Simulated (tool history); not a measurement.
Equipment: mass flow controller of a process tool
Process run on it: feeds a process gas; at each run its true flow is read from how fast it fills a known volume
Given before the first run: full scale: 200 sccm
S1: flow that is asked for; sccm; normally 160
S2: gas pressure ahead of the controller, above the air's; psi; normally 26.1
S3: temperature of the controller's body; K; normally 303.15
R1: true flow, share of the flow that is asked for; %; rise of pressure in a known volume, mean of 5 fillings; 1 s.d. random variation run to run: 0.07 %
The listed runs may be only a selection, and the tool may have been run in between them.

run     hour   S1    S2      S3     R1
  1      0.0  160  26.1  303.15  99.28
  2    401.2  160  26.1  303.15  99.21
  3    640.3  160  33.9  303.15  99.43
  4   1080.9  160  26.1  303.15  99.23
  5   1361.4  160  26.1  303.15  99.24
  6   1745.7  160  26.1  303.15  99.17
  7   2211.8  160  26.1  303.15  99.04
  8   2562.6   81  26.1  303.15  98.55
  9   2849.2  160  31.6  303.15  99.09
 10   3041.0  160  26.1  303.15  98.98
      3376.3  -- controller's zero set anew
 11   3396.1  160  26.1  303.15  98.92
 12   3700.0  160  28.7  303.15  98.95
 13   3919.4  160  28.7  303.15  99.10
 14   4305.4  160  28.7  303.15  99.07
 15   4732.3  160  28.7  303.15  98.97
 16   5065.4  160  28.7  303.15  98.96
 17   5328.2  160  28.7  303.15  98.94
 18   5734.5  160  28.7  303.15  99.12
 19   6059.0  160  28.7  303.15  98.96
 20   6301.4  160  28.7  303.15  98.83
 21   6773.6  160  28.7  303.15  98.80
 22   7034.3  160  35.4  303.15  99.02
 23   7382.8  160  35.4  301.15  99.06
 24   7811.1  160  35.4  301.15  99.08
 25   8019.2   39  34.5  293.15  98.76
 26   8240.4   39  34.5  293.15  98.70
 27   8450.9   41  40.5  303.15  98.15
 28   8779.0   41  40.5  303.15  98.11
 29   9165.8   24  26.1  303.15  97.51
 30   9628.2   90  39.3  305.15  98.26
 31   9979.3  144  28.4  301.15  98.54
 32  10362.2   46  26.1  303.15  97.67
 33  10802.7   46  26.1  303.15  97.67
 34  11186.8  108  21.3  303.15  98.05
 35  11517.5  108  21.3  303.15  97.99
 36  11740.9  160  35.2  304.15  98.56
     11843.3  -- gauge calibrated
 37  12214.4  160  26.1  296.15  99.85
 38  12417.6  160  26.1  296.15  99.72
 39  12821.2   67  40.5  299.15  99.14
 40  13219.4  160  30.9  303.15  99.33
 41  13585.7  160  30.9  309.15  98.81
 42  13882.4  160  30.9  309.15  98.87
 43  14272.2  160  36.1  310.15  98.80
     14403.9  -- controller's zero set anew
 44  14504.9  160  30.3  303.15  99.20
 45  14736.0   49  24.4  313.15  97.44
 46  15169.8   49  23.4  300.15  98.44
 47  15639.7   49  23.4  300.15  98.30
 48  16072.9   47  23.9  299.15  98.42

Each run again, without the hidden state but with its own random variation kept:
Hidden state at play: flow at rest that the sensor doesn't see, % of full scale; true flow over the shown one, %; drift of the gauge itself on true_pct, %.
run     R1
  1  99.28
  2  99.24
  3  99.48
  4  99.31
  5  99.34
  6  99.30
  7  99.21
  8  98.74
  9  99.30
 10  99.21
 11  99.17
 12  99.23
 13  99.40
 14  99.40
 15  99.33
 16  99.34
 17  99.34
 18  99.55
 19  99.42
 20  99.30
 21  99.30
 22  99.54
 23  99.61
 24  99.66
 25  99.35
 26  99.31
 27  98.76
 28  98.75
 29  98.16
 30  98.96
 31  99.28
 32  98.41
 33  98.45
 34  98.87
 35  98.83
 36  99.42
 37  99.89
 38  99.78
 39  99.22
 40  99.45
 41  98.96
 42  99.04
 43  99.00
 44  99.41
 45  97.67
 46  98.70
 47  98.60
 48  98.74
